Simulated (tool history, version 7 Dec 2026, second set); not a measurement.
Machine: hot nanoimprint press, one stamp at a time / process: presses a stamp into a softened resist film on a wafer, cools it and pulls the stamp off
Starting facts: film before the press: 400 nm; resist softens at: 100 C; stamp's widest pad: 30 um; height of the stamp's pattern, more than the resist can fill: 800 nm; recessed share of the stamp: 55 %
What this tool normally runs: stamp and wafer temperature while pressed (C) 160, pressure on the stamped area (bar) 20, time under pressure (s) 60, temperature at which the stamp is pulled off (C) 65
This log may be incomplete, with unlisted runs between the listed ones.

| run | day | stamp and wafer temperature while pressed (C) | pressure on the stamped area (bar) | time under pressure (s) | temperature at which the stamp is pulled off (C) | resist left under the stamp's widest pad (Å) | greatest force while the stamp is pulled off (N) |
|---|---|---|---|---|---|---|---|
| 1 | 0 | 160 | 20 | 60 | 65 | 2089 | 119 |
| 2 | 2.521 | 160 | 20 | 60 | 60 | 2091 | 132 |
| 3 | 3.683 | 160 | 22 | 60 | 65 | 1983 | 122 |
| 4 | 6.267 | 160 | 22 | 60 | 65 | 1979 | 126 |
| 5 | 7.558 | 160 | 22 | 60 | 65 | 1965 | 123 |
|  | 8.275 | plate thermocouple calibrated |
| 6 | 9.85 | 160 | 22 | 60 | 65 | 1950 | 127 |
| 7 | 11.717 | 160 | 20 | 40 | 65 | 2310 | 128 |
|  | 13.258 | plate thermocouple calibrated, once more |
| 8 | 13.571 | 160 | 20 | 40 | 65 | 2437 | 136 |
| 9 | 15.421 | 160 | 20 | 60 | 65 | 2157 | 137 |
|  | 17.671 | stamp cleaned and given a new release coat |
| 10 | 17.721 | 160 | 16.2 | 60 | 65 | 2362 | 122 |
| 11 | 19.838 | 160 | 20 | 59 | 65 | 2152 | 123 |
| 12 | 22.117 | 160 | 20 | 59 | 65 | 2137 | 125 |
| 13 | 24.617 | 160 | 20 | 60 | 51 | 2106 | 156 |
| 14 | 26.171 | 160 | 20 | 98 | 65 | 1813 | 126 |
| 15 | 27.35 | 160 | 20 | 58 | 65 | 2137 | 128 |
| 16 | 29.442 | 160 | 20 | 58 | 65 | 2110 | 130 |
|  | 29.767 | plate thermocouple calibrated |
|  | 30.267 | press's hydraulic seals changed and the load cell set to zero |
| 17 | 31.912 | 160 | 20 | 58 | 56 | 2164 | 153 |
| 18 | 33.079 | 160 | 19.9 | 58 | 71 | 2160 | 119 |
|  | 35.646 | stamp cleaned and given a new release coat |
| 19 | 35.879 | 152 | 15.1 | 63 | 71 | 3110 | 107 |
| 20 | 36.962 | 154 | 29.2 | 78 | 65 | 2048 | 120 |
| 21 | 39.179 | 154 | 29.2 | 78 | 65 | 2045 | 122 |
| 22 | 41.129 | 156 | 20.4 | 78 | 60 | 2235 | 135 |
| 23 | 43.475 | 156 | 20.4 | 78 | 60 | 2244 | 137 |
| 24 | 45.775 | 156 | 22.8 | 78 | 57 | 2108 | 148 |
|  | 46.588 | plate thermocouple calibrated |
| 25 | 48.133 | 156 | 22.8 | 78 | 57 | 2188 | 153 |
| 26 | 50.521 | 161 | 13.3 | 118 | 59 | 2050 | 147 |
|  | 53.267 | stamp cleaned and given a new release coat |
| 27 | 53.267 | 161 | 13.3 | 118 | 59 | 2053 | 130 |
| 28 | 54.979 | 169 | 13.3 | 90 | 66 | 1635 | 122 |
| 29 | 56.783 | 169 | 13.3 | 90 | 66 | 1635 | 124 |
| 30 | 58.396 | 160 | 24.6 | 76 | 65 | 1755 | 126 |

Measured result minus the same run's result without the hidden state. Both carry the same run-to-run variation, though not necessarily the same gauge scatter:
Hidden conditions of the tool in this case: true temperature over the reading, C; pressure that arrives at the usual setting, %; grip of the stamp's worn release coat, % over a new coat's; drift of the gauge itself on residual_nm, %; drift of the gauge itself on pull_off_n, %.
| run | resist left under the stamp's widest pad (Å) | greatest force while the stamp is pulled off (N) |
|---|---|---|
| 1 | -33 | -1 |
| 2 | -45 | +2 |
| 3 | -48 | +2 |
| 4 | -58 | +4 |
| 5 | -63 | +5 |
| 6 | -82 | +7 |
| 7 | -97 | +8 |
| 8 | +36 | +13 |
| 9 | +27 | +15 |
| 10 | +14 | +0 |
| 11 | +8 | +1 |
| 12 | -1 | +3 |
| 13 | -13 | +7 |
| 14 | -18 | +6 |
| 15 | -25 | +8 |
| 16 | -33 | +9 |
| 17 | -1 | +15 |
| 18 | -5 | +12 |
| 19 | -19 | -1 |
| 20 | -19 | +1 |
| 21 | -28 | +2 |
| 22 | -43 | +4 |
| 23 | -56 | +6 |
| 24 | -62 | +9 |
| 25 | +25 | +13 |
| 26 | +2 | +14 |
| 27 | -10 | -1 |
| 28 | -12 | +0 |
| 29 | -17 | +2 |
| 30 | -10 | +3 |
